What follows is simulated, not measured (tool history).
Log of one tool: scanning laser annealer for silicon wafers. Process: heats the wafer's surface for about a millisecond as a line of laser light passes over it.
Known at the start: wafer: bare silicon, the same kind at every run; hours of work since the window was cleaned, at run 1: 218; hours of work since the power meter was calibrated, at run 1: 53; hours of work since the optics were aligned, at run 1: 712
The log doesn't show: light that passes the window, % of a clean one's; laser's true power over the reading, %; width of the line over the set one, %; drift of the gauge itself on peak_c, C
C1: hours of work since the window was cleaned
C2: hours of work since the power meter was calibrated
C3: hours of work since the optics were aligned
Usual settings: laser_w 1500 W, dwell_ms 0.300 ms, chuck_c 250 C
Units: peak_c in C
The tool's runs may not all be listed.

{"run": 1, "hour": 0.0, "laser_w": 1500, "dwell_ms": 0.3, "chuck_c": 250, "C1": 218, "C2": 53, "C3": 712, "peak_c": 1057}
{"run": 2, "hour": 16.6, "laser_w": 1500, "dwell_ms": 0.3, "chuck_c": 250, "C1": 227, "C2": 62, "C3": 721, "peak_c": 1060}
{"run": 3, "hour": 39.8, "laser_w": 1500, "dwell_ms": 0.3, "chuck_c": 258, "C1": 240, "C2": 75, "C3": 734, "peak_c": 1070}
{"run": 4, "hour": 59.1, "laser_w": 1500, "dwell_ms": 0.3, "chuck_c": 250, "C1": 250, "C2": 85, "C3": 744, "peak_c": 1059}
{"run": 5, "hour": 72.6, "laser_w": 1500, "dwell_ms": 0.3, "chuck_c": 250, "C1": 257, "C2": 93, "C3": 752, "peak_c": 1058}
{"hour": 87.9, "done": "optics aligned, line set to its width"}
{"run": 6, "hour": 105.5, "laser_w": 1636, "dwell_ms": 0.3, "chuck_c": 250, "C1": 273, "C2": 108, "C3": 10, "peak_c": 1166}
{"run": 7, "hour": 127.5, "laser_w": 1500, "dwell_ms": 0.3, "chuck_c": 250, "C1": 284, "C2": 120, "C3": 21, "peak_c": 1065}
{"run": 8, "hour": 143.1, "laser_w": 1500, "dwell_ms": 0.3, "chuck_c": 250, "C1": 293, "C2": 128, "C3": 30, "peak_c": 1070}
{"run": 9, "hour": 161.2, "laser_w": 1500, "dwell_ms": 0.3, "chuck_c": 240, "C1": 303, "C2": 138, "C3": 40, "peak_c": 1058}
{"run": 10, "hour": 178.9, "laser_w": 1500, "dwell_ms": 0.3, "chuck_c": 267, "C1": 312, "C2": 148, "C3": 49, "peak_c": 1083}
{"run": 11, "hour": 196.0, "laser_w": 1500, "dwell_ms": 0.3, "chuck_c": 267, "C1": 322, "C2": 157, "C3": 58, "peak_c": 1082}
{"run": 12, "hour": 218.6, "laser_w": 1500, "dwell_ms": 0.3, "chuck_c": 267, "C1": 334, "C2": 169, "C3": 71, "peak_c": 1084}
{"run": 13, "hour": 231.9, "laser_w": 1500, "dwell_ms": 0.3, "chuck_c": 250, "C1": 341, "C2": 176, "C3": 78, "peak_c": 1064}
{"run": 14, "hour": 247.8, "laser_w": 1500, "dwell_ms": 0.3, "chuck_c": 250, "C1": 350, "C2": 185, "C3": 86, "peak_c": 1064}
{"run": 15, "hour": 259.6, "laser_w": 1500, "dwell_ms": 0.254, "chuck_c": 250, "C1": 356, "C2": 191, "C3": 93, "peak_c": 991}

The next listed run, before its measurement:
{"run": 16, "hour": 278.3, "laser_w": 1582, "dwell_ms": 0.372, "chuck_c": 250, "C1": 366, "C2": 201, "C3": 103, "peak_c": "?"}

Run 16 gave peak_c 1234 C.
Without the tool's hidden state the same run would have given peak_c 1251 C.
